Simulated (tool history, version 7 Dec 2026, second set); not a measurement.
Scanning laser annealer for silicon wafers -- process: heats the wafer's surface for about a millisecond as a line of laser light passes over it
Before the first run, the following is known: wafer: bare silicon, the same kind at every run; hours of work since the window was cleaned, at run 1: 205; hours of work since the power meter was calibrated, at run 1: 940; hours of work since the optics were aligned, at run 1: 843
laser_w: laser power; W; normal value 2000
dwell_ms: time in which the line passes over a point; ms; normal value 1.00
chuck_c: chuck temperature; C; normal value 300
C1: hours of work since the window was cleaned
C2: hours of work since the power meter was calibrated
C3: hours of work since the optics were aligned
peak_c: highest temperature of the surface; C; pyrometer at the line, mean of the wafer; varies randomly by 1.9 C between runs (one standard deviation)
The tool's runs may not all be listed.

Run 1, hour 0.0: usual settings; C1 205; C2 940; C3 843. Result: peak_c 1094 C.
Run 2, hour 26.1: usual settings; C1 223; C2 959; C3 861. Result: peak_c 1084 C.
Run 3, hour 64.2: usual settings; C1 250; C2 985; C3 888. Result: peak_c 1085 C.
Run 4, hour 118.6: usual settings; C1 288; C2 1023; C3 926. Result: peak_c 1077 C.
Run 5, hour 166.8: usual settings; C1 322; C2 1057; C3 959. Result: peak_c 1075 C.
Run 6, hour 199.2: usual settings; C1 344; C2 1079; C3 982. Result: peak_c 1072 C.
Run 7, hour 224.7: usual settings; C1 362; C2 1097; C3 1000. Result: peak_c 1067 C.
At hour 249.3: optics aligned, line set to its width.
Run 8, hour 257.0: usual settings; C1 381; C2 1116; C3 5. Result: peak_c 1090 C.
At hour 264.2: laser's power meter calibrated.
Run 9, hour 304.3: usual settings; C1 412; C2 28; C3 36. Result: peak_c 1084 C.
Run 10, hour 349.0: usual settings; C1 443; C2 59; C3 68. Result: peak_c 1074 C.
Run 11, hour 377.8: usual settings but laser_w 2166 W; C1 463; C2 79; C3 88. Result: peak_c 1161 C.
Run 12, hour 428.1: usual settings but laser_w 2166 W; C1 499; C2 114; C3 123. Result: peak_c 1153 C.
At hour 435.3: window over the wafer cleaned.
Run 13, hour 461.4: usual settings but laser_w 2166 W; C1 18; C2 136; C3 145. Result: peak_c 1218 C.
Run 14, hour 484.7: usual settings but laser_w 2166 W; C1 34; C2 153; C3 161. Result: peak_c 1212 C.
Run 15, hour 509.1: usual settings but laser_w 2166 W; C1 52; C2 170; C3 178. Result: peak_c 1212 C.
At hour 532.4: laser's power meter calibrated, once more.
Run 16, hour 545.9: usual settings but laser_w 2061 W, dwell_ms 0.83 ms, chuck_c 329 C; C1 75; C2 9; C3 202. Result: peak_c 1122 C.
Run 17, hour 589.6: usual settings but laser_w 2173 W, dwell_ms 1.11 ms, chuck_c 332 C; C1 106; C2 40; C3 232. Result: peak_c 1295 C.
Run 18, hour 644.7: usual settings but laser_w 1809 W, dwell_ms 1.12 ms, chuck_c 319 C; C1 144; C2 78; C3 271. Result: peak_c 1076 C.
Run 19, hour 674.7: usual settings but laser_w 1809 W, dwell_ms 1.12 ms, chuck_c 319 C; C1 165; C2 99; C3 292. Result: peak_c 1070 C.
Run 20, hour 729.6: usual settings but laser_w 1809 W, dwell_ms 1.12 ms, chuck_c 319 C; C1 203; C2 138; C3 330. Result: peak_c 1067 C.
Run 21, hour 761.5: usual settings but laser_w 2020 W, dwell_ms 0.95 ms; C1 226; C2 160; C3 352. Result: peak_c 1102 C.
Run 22, hour 815.7: usual settings but laser_w 2020 W, dwell_ms 0.95 ms; C1 264; C2 198; C3 390. Result: peak_c 1095 C.
Run 23, hour 859.7: usual settings but laser_w 2020 W, dwell_ms 0.95 ms; C1 294; C2 229; C3 421. Result: peak_c 1091 C.
Run 24, hour 907.1: usual settings but laser_w 1708 W, dwell_ms 0.95 ms, chuck_c 281 C; C1 327; C2 262; C3 454. Result: peak_c 913 C.
Run 25, hour 934.0: usual settings but laser_w 2182 W, dwell_ms 1.03 ms, chuck_c 330 C; C1 346; C2 280; C3 473. Result: peak_c 1224 C.

Predict each of these 4 candidate next runs independently; none follows another, all start after run 25:
Run A, hour 966.5: usual settings but laser_w 2182 W, dwell_ms 1.24 ms, chuck_c 330 C; C1 369; C2 303; C3 495. Result: peak_c ?.
Run B, hour 966.5: usual settings but laser_w 1811 W, dwell_ms 0.73 ms; C1 369; C2 303; C3 495. Result: peak_c ?.
Run C, hour 966.5: usual settings but laser_w 2046 W, dwell_ms 1.06 ms, chuck_c 330 C; C1 369; C2 303; C3 495. Result: peak_c ?.
Run D, hour 966.5: usual settings but laser_w 1988 W, dwell_ms 1.03 ms, chuck_c 338 C; C1 369; C2 303; C3 495. Result: peak_c ?.

run  peak_c
  A    1297
  B     908
  C    1160
  D    1129
Had the tool no hidden state, the same runs would have come out as:
run  peak_c
  A    1370
  B     954
  C    1223
  D    1189

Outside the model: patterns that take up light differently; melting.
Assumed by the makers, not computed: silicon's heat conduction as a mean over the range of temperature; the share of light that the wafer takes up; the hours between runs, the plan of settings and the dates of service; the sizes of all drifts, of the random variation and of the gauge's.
